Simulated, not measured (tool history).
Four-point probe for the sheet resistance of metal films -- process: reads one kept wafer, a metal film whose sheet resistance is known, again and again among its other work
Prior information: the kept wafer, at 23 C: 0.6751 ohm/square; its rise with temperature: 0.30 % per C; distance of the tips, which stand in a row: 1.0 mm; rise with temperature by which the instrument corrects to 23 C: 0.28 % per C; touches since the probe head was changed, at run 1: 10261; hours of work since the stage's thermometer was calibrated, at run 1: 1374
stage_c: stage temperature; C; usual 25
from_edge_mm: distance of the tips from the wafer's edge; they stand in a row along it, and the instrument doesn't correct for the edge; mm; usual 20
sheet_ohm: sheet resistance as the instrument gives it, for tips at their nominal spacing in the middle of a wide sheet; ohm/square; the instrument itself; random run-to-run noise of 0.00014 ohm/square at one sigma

| run | hour | stage_c | from_edge_mm | touches since the probe head was changed | hours of work since the stage's thermometer was calibrated | sheet_ohm |
|---|---|---|---|---|---|---|
| 1 | 0.0 | 25 | 20 | 10261 | 1374 | 0.676825 |
| 2 | 14.7 | 25 | 20 | 10428 | 1382 | 0.676358 |
| 3 | 34.0 | 18 | 20 | 10646 | 1393 | 0.675694 |
| 4 | 46.1 | 18 | 20 | 10783 | 1399 | 0.675759 |
| 5 | 56.0 | 18 | 20 | 10896 | 1405 | 0.675819 |
| 6 | 69.5 | 18 | 20 | 11049 | 1412 | 0.675810 |
| 7 | 82.4 | 25 | 20 | 11195 | 1419 | 0.676441 |
| 8 | 93.2 | 25 | 20 | 11318 | 1425 | 0.676604 |
| 9 | 105.7 | 25 | 20 | 11459 | 1432 | 0.676373 |
| 10 | 125.7 | 25 | 20 | 11686 | 1443 | 0.676434 |
| 11 | 139.5 | 33 | 20 | 11842 | 1451 | 0.677293 |
| 12 | 150.6 | 25 | 20 | 11968 | 1457 | 0.676415 |
| 13 | 162.6 | 25 | 35 | 12104 | 1464 | 0.675942 |
| 14 | 177.4 | 30 | 72 | 12271 | 1472 | 0.676174 |
| 15 | 187.1 | 30 | 72 | 12382 | 1477 | 0.676084 |
| 16 | 209.6 | 28 | 59 | 12637 | 1490 | 0.675863 |
| 17 | 220.3 | 28 | 59 | 12759 | 1496 | 0.675912 |
| 18 | 238.5 | 31 | 8 | 12964 | 1506 | 0.681956 |
| 19 | 257.2 | 27 | 5 | 13177 | 1516 | 0.690138 |
| 20 | 267.8 | 20 | 16 | 13297 | 1522 | 0.676235 |
| 21 | 287.0 | 25 | 12 | 13514 | 1533 | 0.677952 |
| 22 | 299.0 | 22 | 44 | 13650 | 1539 | 0.675176 |
| 23 | 318.6 | 28 | 19 | 13872 | 1550 | 0.676606 |
| 24 | 336.0 | 28 | 19 | 14070 | 1560 | 0.676876 |
| 25 | 358.7 | 19 | 43 | 14327 | 1572 | 0.674876 |
| 26 | 376.3 | 20 | 58 | 14526 | 1582 | 0.674702 |

Forecast each of these 4 alternatives for the next run:
| A | 398.9 | 27 | 45 | 14782 | 1594 | ? |
| B | 398.9 | 27 | 5 | 14782 | 1594 | ? |
| C | 398.9 | 20 | 35 | 14782 | 1594 | ? |
| D | 398.9 | 26 | 28 | 14782 | 1594 | ? |

| run | sheet_ohm |
|---|---|
| A | 0.675529 |
| B | 0.689592 |
| C | 0.675173 |
| D | 0.675540 |
The same runs, with their run-to-run variation unchanged, on a tool lacking any hidden condition would have given:
| run | sheet_ohm |
|---|---|
| A | 0.675648 |
| B | 0.689711 |
| C | 0.675268 |
| D | 0.675655 |

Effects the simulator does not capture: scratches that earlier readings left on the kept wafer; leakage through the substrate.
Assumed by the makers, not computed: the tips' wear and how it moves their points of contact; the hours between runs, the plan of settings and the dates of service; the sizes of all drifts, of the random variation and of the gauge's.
